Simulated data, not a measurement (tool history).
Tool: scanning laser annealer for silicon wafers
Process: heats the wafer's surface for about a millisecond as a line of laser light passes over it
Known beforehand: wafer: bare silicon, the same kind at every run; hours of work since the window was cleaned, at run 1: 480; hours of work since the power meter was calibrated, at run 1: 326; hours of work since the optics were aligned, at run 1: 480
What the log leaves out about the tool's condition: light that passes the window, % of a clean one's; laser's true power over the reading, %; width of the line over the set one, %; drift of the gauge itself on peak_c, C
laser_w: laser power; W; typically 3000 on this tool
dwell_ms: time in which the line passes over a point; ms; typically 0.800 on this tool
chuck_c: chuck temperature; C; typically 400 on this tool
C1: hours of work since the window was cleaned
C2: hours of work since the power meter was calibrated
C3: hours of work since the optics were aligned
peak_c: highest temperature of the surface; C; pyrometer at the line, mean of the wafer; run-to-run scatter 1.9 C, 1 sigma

Run 1, hour 0.0: usual settings; C1 480; C2 326; C3 480. Result: peak_c 1074 C.
Run 2, hour 28.3: usual settings; C1 492; C2 337; C3 492. Result: peak_c 1071 C.
Run 3, hour 47.0: usual settings; C1 500; C2 345; C3 500. Result: peak_c 1070 C.
Run 4, hour 61.3: usual settings; C1 506; C2 351; C3 506. Result: peak_c 1070 C.
Run 5, hour 88.2: usual settings; C1 517; C2 362; C3 517. Result: peak_c 1070 C.
Run 6, hour 120.6: usual settings; C1 530; C2 375; C3 530. Result: peak_c 1069 C.
Run 7, hour 148.5: usual settings; C1 542; C2 387; C3 542. Result: peak_c 1066 C.
Run 8, hour 178.6: usual settings; C1 554; C2 399; C3 554. Result: peak_c 1067 C.
Run 9, hour 193.4: usual settings; C1 560; C2 405; C3 560. Result: peak_c 1067 C.
Run 10, hour 222.6: usual settings; C1 572; C2 418; C3 572. Result: peak_c 1067 C.
Run 11, hour 256.2: usual settings; C1 586; C2 431; C3 586. Result: peak_c 1067 C.
Run 12, hour 273.1: usual settings; C1 593; C2 438; C3 593. Result: peak_c 1067 C.
Run 13, hour 292.7: usual settings but dwell_ms 0.933 ms; C1 601; C2 447; C3 601. Result: peak_c 1125 C.
Run 14, hour 309.8: usual settings but dwell_ms 0.933 ms; C1 608; C2 454; C3 608. Result: peak_c 1125 C.
Run 15, hour 325.3: usual settings but dwell_ms 0.933 ms; C1 615; C2 460; C3 615. Result: peak_c 1124 C.
Run 16, hour 357.8: usual settings; C1 628; C2 473; C3 628. Result: peak_c 1063 C.
Run 17, hour 382.0: usual settings but chuck_c 370 C; C1 638; C2 483; C3 638. Result: peak_c 1031 C.
Run 18, hour 408.8: usual settings but chuck_c 370 C; C1 649; C2 495; C3 649. Result: peak_c 1030 C.
Run 19, hour 440.1: usual settings but chuck_c 370 C; C1 662; C2 507; C3 662. Result: peak_c 1031 C.
Run 20, hour 459.4: usual settings but dwell_ms 0.672 ms, chuck_c 370 C; C1 670; C2 515; C3 670. Result: peak_c 966 C.
Run 21, hour 487.7: usual settings but chuck_c 427 C; C1 682; C2 527; C3 682. Result: peak_c 1086 C.
Run 22, hour 518.6: usual settings but chuck_c 427 C; C1 695; C2 540; C3 695. Result: peak_c 1085 C.
Run 23, hour 535.5: usual settings but chuck_c 427 C; C1 702; C2 547; C3 702. Result: peak_c 1085 C.
Run 24, hour 554.5: usual settings but laser_w 2785 W, dwell_ms 0.803 ms, chuck_c 434 C; C1 710; C2 555; C3 710. Result: peak_c 1037 C.
Run 25, hour 575.9: usual settings but laser_w 2785 W, dwell_ms 0.869 ms, chuck_c 367 C; C1 718; C2 564; C3 718. Result: peak_c 997 C.
Run 26, hour 592.0: usual settings but laser_w 3171 W, dwell_ms 0.787 ms, chuck_c 428 C; C1 725; C2 570; C3 725. Result: peak_c 1126 C.
At hour 608.1: optics aligned, line set to its width.
Run 27, hour 615.6: usual settings but laser_w 3171 W, dwell_ms 0.787 ms, chuck_c 428 C; C1 733; C2 578; C3 3. Result: peak_c 1141 C.
Run 28, hour 644.2: usual settings but laser_w 3171 W, dwell_ms 0.787 ms, chuck_c 428 C; C1 745; C2 590; C3 15. Result: peak_c 1145 C.
Run 29, hour 674.9: usual settings but dwell_ms 0.845 ms, chuck_c 405 C; C1 757; C2 602; C3 28. Result: peak_c 1098 C.
Run 30, hour 694.6: usual settings but laser_w 2608 W, dwell_ms 0.792 ms; C1 765; C2 611; C3 36. Result: peak_c 964 C.
Run 31, hour 715.1: usual settings but laser_w 2608 W, dwell_ms 0.792 ms; C1 774; C2 619; C3 44. Result: peak_c 960 C.
Run 32, hour 733.8: usual settings but laser_w 3256 W, chuck_c 396 C; C1 782; C2 627; C3 52. Result: peak_c 1140 C.
Run 33, hour 750.8: usual settings but laser_w 3169 W, chuck_c 438 C; C1 789; C2 634; C3 59. Result: peak_c 1153 C.
Run 34, hour 771.4: usual settings but laser_w 2611 W, dwell_ms 0.718 ms, chuck_c 431 C; C1 797; C2 642; C3 67. Result: peak_c 961 C.
At hour 781.6: window over the wafer cleaned.
Run 35, hour 799.0: usual settings but laser_w 3290 W, dwell_ms 0.879 ms, chuck_c 428 C; C1 7; C2 653; C3 78. Result: peak_c 1257 C.
Run 36, hour 824.1: usual settings but laser_w 3290 W, dwell_ms 0.879 ms, chuck_c 428 C; C1 18; C2 663; C3 88. Result: peak_c 1253 C.
Run 37, hour 853.3: usual settings but laser_w 2802 W, dwell_ms 0.879 ms, chuck_c 422 C; C1 30; C2 675; C3 101. Result: peak_c 1095 C.
Run 38, hour 871.1: usual settings but laser_w 3184 W, dwell_ms 0.809 ms, chuck_c 418 C; C1 37; C2 683; C3 108. Result: peak_c 1172 C.
Run 39, hour 893.5: usual settings but laser_w 3184 W, dwell_ms 0.809 ms, chuck_c 418 C; C1 46; C2 692; C3 117. Result: peak_c 1170 C.
Run 40, hour 922.5: usual settings but laser_w 3178 W, chuck_c 403 C; C1 58; C2 704; C3 129. Result: peak_c 1148 C.
Run 41, hour 944.3: usual settings but laser_w 2588 W, dwell_ms 0.880 ms, chuck_c 384 C; C1 67; C2 713; C3 138. Result: peak_c 995 C.

Below are 4 alternative next runs, each starting from the tool's condition after run 41. Predict each:
Run A, hour 976.0: usual settings but dwell_ms 0.604 ms; C1 80; C2 726; C3 151. Result: peak_c ?.
Run B, hour 976.0: usual settings but laser_w 3231 W, dwell_ms 0.569 ms, chuck_c 388 C; C1 80; C2 726; C3 151. Result: peak_c ?.
Run C, hour 976.0: usual settings but laser_w 2640 W, dwell_ms 0.880 ms, chuck_c 384 C; C1 80; C2 726; C3 151. Result: peak_c ?.
Run D, hour 976.0: usual settings but laser_w 3244 W, dwell_ms 0.856 ms, chuck_c 422 C; C1 80; C2 726; C3 151. Result: peak_c ?.

run  peak_c
  A     991
  B    1010
  C    1009
  D    1216
Take away the tool's hidden state, keep each run's random variation, and the runs would have read:
run  peak_c
  A    1003
  B    1023
  C    1021
  D    1233

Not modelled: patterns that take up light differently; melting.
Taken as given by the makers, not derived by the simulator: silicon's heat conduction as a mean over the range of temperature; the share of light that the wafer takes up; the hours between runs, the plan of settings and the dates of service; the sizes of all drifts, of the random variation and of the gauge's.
